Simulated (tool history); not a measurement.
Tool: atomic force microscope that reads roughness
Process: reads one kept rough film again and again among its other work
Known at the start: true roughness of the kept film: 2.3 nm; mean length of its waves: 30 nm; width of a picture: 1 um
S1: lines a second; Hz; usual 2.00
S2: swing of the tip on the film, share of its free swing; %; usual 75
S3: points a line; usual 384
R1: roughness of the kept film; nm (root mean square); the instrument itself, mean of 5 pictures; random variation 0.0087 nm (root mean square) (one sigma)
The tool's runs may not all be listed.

run 1 hour=0.0 | S1=2.00 S2=75 S3=384 | R1=1.920
run 2 hour=8.6 | S1=2.00 S2=75 S3=384 | R1=1.917
run 3 hour=21.5 | S1=2.00 S2=75 S3=384 | R1=1.881
run 4 hour=33.5 | S1=2.00 S2=75 S3=384 | R1=1.875
run 5 hour=45.8 | S1=2.00 S2=87 S3=384 | R1=1.735
run 6 hour=53.6 | S1=2.00 S2=87 S3=384 | R1=1.748
run 7 hour=67.9 | S1=0.56 S2=75 S3=384 | R1=1.909
run 8 hour=76.2 | S1=0.56 S2=75 S3=384 | R1=1.897
run 9 hour=84.9 | S1=2.00 S2=75 S3=384 | R1=1.795
run 10 hour=93.9 | S1=1.40 S2=75 S3=384 | R1=1.821
run 11 hour=105.1 | S1=1.40 S2=75 S3=384 | R1=1.803
run 12 hour=115.8 | S1=1.57 S2=75 S3=384 | R1=1.770
run 13 hour=125.1 | S1=2.00 S2=75 S3=384 | R1=1.750
run 14 hour=135.5 | S1=2.00 S2=75 S3=384 | R1=1.715
run 15 hour=143.4 | S1=2.00 S2=76 S3=384 | R1=1.706
run 16 hour=152.4 | S1=2.00 S2=76 S3=384 | R1=1.709
run 17 hour=160.2 | S1=2.00 S2=76 S3=384 | R1=1.693
-- hour=161.8 height scale calibrated on a step standard
run 18 hour=176.1 | S1=2.00 S2=76 S3=384 | R1=1.667
run 19 hour=188.2 | S1=2.00 S2=76 S3=384 | R1=1.665
-- hour=193.3 height scale calibrated on a step standard, once more
run 20 hour=200.9 | S1=2.00 S2=76 S3=384 | R1=1.642
-- hour=203.2 new tip fitted
run 21 hour=211.3 | S1=2.00 S2=76 S3=384 | R1=1.886
run 22 hour=223.0 | S1=2.00 S2=75 S3=384 | R1=1.877
run 23 hour=230.9 | S1=2.00 S2=75 S3=384 | R1=1.882
run 24 hour=240.0 | S1=2.00 S2=75 S3=561 | R1=1.864
run 25 hour=253.7 | S1=2.00 S2=75 S3=561 | R1=1.848
run 26 hour=264.5 | S1=2.00 S2=88 S3=561 | R1=1.717
run 27 hour=277.6 | S1=2.00 S2=75 S3=384 | R1=1.808
run 28 hour=290.9 | S1=2.00 S2=71 S3=879 | R1=1.824
run 29 hour=298.7 | S1=2.00 S2=65 S3=817 | R1=1.854
run 30 hour=311.4 | S1=1.91 S2=75 S3=809 | R1=1.767
run 31 hour=320.3 | S1=1.85 S2=64 S3=805 | R1=1.809
run 32 hour=331.4 | S1=1.85 S2=64 S3=805 | R1=1.802
run 33 hour=345.7 | S1=0.74 S2=69 S3=993 | R1=1.812
run 34 hour=353.7 | S1=0.54 S2=66 S3=384 | R1=1.824
run 35 hour=367.9 | S1=2.75 S2=82 S3=526 | R1=1.578
run 36 hour=374.6 | S1=0.66 S2=88 S3=635 | R1=1.743
run 37 hour=386.8 | S1=3.63 S2=75 S3=875 | R1=1.575
run 38 hour=398.6 | S1=1.38 S2=68 S3=590 | R1=1.720
-- hour=403.7 new tip fitted
run 39 hour=413.8 | S1=0.66 S2=68 S3=800 | R1=2.041
run 40 hour=423.1 | S1=2.00 S2=60 S3=643 | R1=2.000
run 41 hour=429.2 | S1=0.72 S2=88 S3=270 | R1=1.914
run 42 hour=436.0 | S1=2.82 S2=69 S3=592 | R1=1.891
run 43 hour=445.0 | S1=2.82 S2=69 S3=592 | R1=1.887
run 44 hour=451.2 | S1=1.51 S2=74 S3=482 | R1=1.899
run 45 hour=465.5 | S1=2.50 S2=74 S3=556 | R1=1.823
run 46 hour=480.0 | S1=2.46 S2=75 S3=369 | R1=1.792
run 47 hour=494.9 | S1=1.12 S2=75 S3=893 | R1=1.866
run 48 hour=501.2 | S1=1.12 S2=75 S3=893 | R1=1.856
run 49 hour=510.6 | S1=3.03 S2=75 S3=893 | R1=1.732
run 50 hour=518.0 | S1=2.00 S2=72 S3=761 | R1=1.799
run 51 hour=531.9 | S1=2.00 S2=87 S3=384 | R1=1.645
run 52 hour=545.5 | S1=2.00 S2=87 S3=384 | R1=1.635
run 53 hour=553.1 | S1=2.00 S2=87 S3=384 | R1=1.642

Forecast each of these 3 alternatives for the next run:
run A hour=561.1 | S1=2.59 S2=64 S3=384 | R1=?
run B hour=561.1 | S1=1.71 S2=84 S3=384 | R1=?
run C hour=561.1 | S1=2.87 S2=75 S3=474 | R1=?

run=A R1=1.750
run=B R1=1.667
run=C R1=1.664
Without the tool's hidden state the same runs would have given:
run=A R1=1.966
run=B R1=1.874
run=C R1=1.870
